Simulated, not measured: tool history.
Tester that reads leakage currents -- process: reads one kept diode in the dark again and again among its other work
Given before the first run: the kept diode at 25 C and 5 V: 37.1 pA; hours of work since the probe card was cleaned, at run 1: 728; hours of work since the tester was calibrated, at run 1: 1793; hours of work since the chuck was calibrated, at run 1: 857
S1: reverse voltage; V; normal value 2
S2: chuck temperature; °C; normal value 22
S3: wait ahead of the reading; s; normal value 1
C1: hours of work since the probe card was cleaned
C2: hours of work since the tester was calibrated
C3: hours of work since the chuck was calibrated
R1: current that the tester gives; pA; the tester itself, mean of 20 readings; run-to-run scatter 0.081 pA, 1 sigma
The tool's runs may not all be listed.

run	hour	S1	S2	S3	C1	C2	C3	R1
1	0	2	22	1	728	1793	857	21.63
2	149.2	2	22	1	836	1900	964	21.63
3	256.6	2	22	9.31	914	1978	1042	21.09
4	351.6	2	22	9.31	982	2046	1110	21.14
5	441.2	2	22	1	1047	2111	1175	21.71
6	548.6	2	22	1	1124	2189	1253	21.85
# hour 560.4: probe card cleaned and baked
7	646	2	22	1	62	2257	1321	22.5
# hour 759.2: chuck's temperature calibrated
8	823.9	2	34	1	189	2383	47	55.02
9	921.2	2	34	1	259	2454	117	54.97
# hour 963.1: probe card cleaned and baked, once more
10	1060.8	2	22	1	70	2552	215	21.33
11	1197.8	2	24	1.42	169	2651	314	24.31
12	1337.6	2	24	1.42	270	2752	415	24.27
13	1425.7	2	24	1.42	334	2816	479	24.24
14	1567.9	4.32	53	0.79	436	2918	581	229.34
15	1711.7	1.52	53	0.36	540	3022	685	151.2
16	1885.2	5.23	43	1	665	3147	810	130.76
17	1986.5	7.84	23	1.07	738	3220	883	44.87
18	2134.8	2	40	7.81	845	3327	990	70.18
19	2304.1	1.19	48	1	968	3449	1112	95.65
20	2379.3	1.19	48	1	1022	3504	1167	95

3 options for the next run, each taken on its own from the tool as it stands now. Forecast them:
A	2499.2	2	22	1.03	1108	3590	1253	?
B	2499.2	3.81	35	2.8	1108	3590	1253	?
C	2499.2	5.62	58	1	1108	3590	1253	?

run	R1
A	21.42
B	66.08
C	327.37
With no hidden state in the tool, these same runs would have given:
run	R1
A	21.39
B	69.28
C	358.1
